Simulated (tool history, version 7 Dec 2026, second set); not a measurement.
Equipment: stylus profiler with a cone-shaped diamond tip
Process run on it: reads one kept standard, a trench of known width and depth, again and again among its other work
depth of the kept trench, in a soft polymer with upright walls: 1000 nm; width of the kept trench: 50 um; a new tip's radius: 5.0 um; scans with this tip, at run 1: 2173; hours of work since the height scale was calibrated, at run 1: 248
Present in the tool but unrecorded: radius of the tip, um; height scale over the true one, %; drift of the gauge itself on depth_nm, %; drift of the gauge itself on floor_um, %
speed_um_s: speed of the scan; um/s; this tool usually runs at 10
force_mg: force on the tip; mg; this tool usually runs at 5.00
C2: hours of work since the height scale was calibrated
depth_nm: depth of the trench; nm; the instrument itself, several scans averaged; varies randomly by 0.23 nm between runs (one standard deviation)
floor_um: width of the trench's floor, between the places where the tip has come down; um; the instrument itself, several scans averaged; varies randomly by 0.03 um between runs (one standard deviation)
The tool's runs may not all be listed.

Run 1, hour 0.0: usual settings; scans with this tip 2173; C2 248. Result: depth_nm 1017.14 nm, floor_um 43.74 um.
Run 2, hour 131.4: usual settings but speed_um_s 3 um/s; scans with this tip 2714; C2 310. Result: depth_nm 1017.04 nm, floor_um 43.78 um.
Run 3, hour 210.8: usual settings but speed_um_s 3 um/s; scans with this tip 3042; C2 347. Result: depth_nm 1016.65 nm, floor_um 43.70 um.
Run 4, hour 306.7: usual settings but speed_um_s 3 um/s; scans with this tip 3437; C2 392. Result: depth_nm 1016.16 nm, floor_um 43.64 um.
Run 5, hour 378.8: usual settings but speed_um_s 3 um/s; scans with this tip 3734; C2 426. Result: depth_nm 1016.06 nm, floor_um 43.61 um.
Run 6, hour 474.5: usual settings but speed_um_s 7 um/s; scans with this tip 4129; C2 471. Result: depth_nm 1016.16 nm, floor_um 43.56 um.
Run 7, hour 541.5: usual settings but force_mg 10.61 mg; scans with this tip 4405; C2 503. Result: depth_nm 1027.47 nm, floor_um 43.58 um.
Run 8, hour 668.3: usual settings but force_mg 7.79 mg; scans with this tip 4928; C2 563. Result: depth_nm 1021.85 nm, floor_um 43.50 um.
Run 9, hour 796.5: usual settings; scans with this tip 5457; C2 623. Result: depth_nm 1015.14 nm, floor_um 43.39 um.
Run 10, hour 860.1: usual settings; scans with this tip 5719; C2 653. Result: depth_nm 1014.97 nm, floor_um 43.39 um.
Run 11, hour 980.4: usual settings; scans with this tip 6215; C2 709. Result: depth_nm 1014.85 nm, floor_um 43.33 um.
Run 12, hour 1040.0: usual settings; scans with this tip 6461; C2 737. Result: depth_nm 1014.45 nm, floor_um 43.34 um.
Run 13, hour 1109.7: usual settings but speed_um_s 39 um/s, force_mg 10.43 mg; scans with this tip 6748; C2 770. Result: depth_nm 1026.26 nm, floor_um 43.25 um.
Run 14, hour 1226.8: usual settings but speed_um_s 39 um/s, force_mg 10.43 mg; scans with this tip 7231; C2 825. Result: depth_nm 1025.83 nm, floor_um 43.18 um.
Run 15, hour 1310.9: usual settings but speed_um_s 39 um/s, force_mg 10.43 mg; scans with this tip 7578; C2 865. Result: depth_nm 1025.63 nm, floor_um 43.18 um.
Run 16, hour 1400.0: usual settings but speed_um_s 29 um/s, force_mg 2.29 mg; scans with this tip 7945; C2 907. Result: depth_nm 1006.39 nm, floor_um 43.03 um.
At hour 1408.2: height scale calibrated on a step standard.
Run 17, hour 1533.1: usual settings but speed_um_s 6 um/s; scans with this tip 8492; C2 59. Result: depth_nm 1010.37 nm, floor_um 43.14 um.
Run 18, hour 1639.4: usual settings but speed_um_s 6 um/s; scans with this tip 8930; C2 109. Result: depth_nm 1010.28 nm, floor_um 43.10 um.
Run 19, hour 1726.4: usual settings but speed_um_s 22 um/s, force_mg 2.30 mg; scans with this tip 9289; C2 150. Result: depth_nm 1003.02 nm, floor_um 42.97 um.
Run 20, hour 1827.4: usual settings but speed_um_s 22 um/s, force_mg 2.30 mg; scans with this tip 9705; C2 197. Result: depth_nm 1002.86 nm, floor_um 42.91 um.
Run 21, hour 1947.1: usual settings but speed_um_s 13 um/s, force_mg 3.21 mg; scans with this tip 10199; C2 254. Result: depth_nm 1005.02 nm, floor_um 42.94 um.
Run 22, hour 2009.0: usual settings but speed_um_s 13 um/s, force_mg 3.21 mg; scans with this tip 10454; C2 283. Result: depth_nm 1005.02 nm, floor_um 42.90 um.
Run 23, hour 2110.4: usual settings but speed_um_s 5 um/s, force_mg 13.23 mg; scans with this tip 10872; C2 330. Result: depth_nm 1025.77 nm, floor_um 42.96 um.
At hour 2132.4: height scale calibrated on a step standard, once more.
Run 24, hour 2253.9: usual settings but speed_um_s 5 um/s, force_mg 13.23 mg; scans with this tip 11461; C2 57. Result: depth_nm 1034.76 nm, floor_um 42.88 um.

Branching from run 24: 3 alternative next runs. What would each branch give?
Run A, hour 2359.3: usual settings but force_mg 5.70 mg; scans with this tip 11896; C2 107. Result: depth_nm ?, floor_um ?.
Run B, hour 2359.3: usual settings but speed_um_s 35 um/s, force_mg 6.51 mg; scans with this tip 11896; C2 107. Result: depth_nm ?, floor_um ?.
Run C, hour 2359.3: usual settings but speed_um_s 3 um/s; scans with this tip 11896; C2 107. Result: depth_nm ?, floor_um ?.

run  depth_nm  floor_um
  A   1019.47     42.81
  B   1020.96     42.72
  C   1017.96     42.81
With the hidden condition removed and each run's random variation left untouched, the same runs would have given:
run  depth_nm  floor_um
  A   1020.20     43.96
  B   1021.68     43.87
  C   1018.68     43.96

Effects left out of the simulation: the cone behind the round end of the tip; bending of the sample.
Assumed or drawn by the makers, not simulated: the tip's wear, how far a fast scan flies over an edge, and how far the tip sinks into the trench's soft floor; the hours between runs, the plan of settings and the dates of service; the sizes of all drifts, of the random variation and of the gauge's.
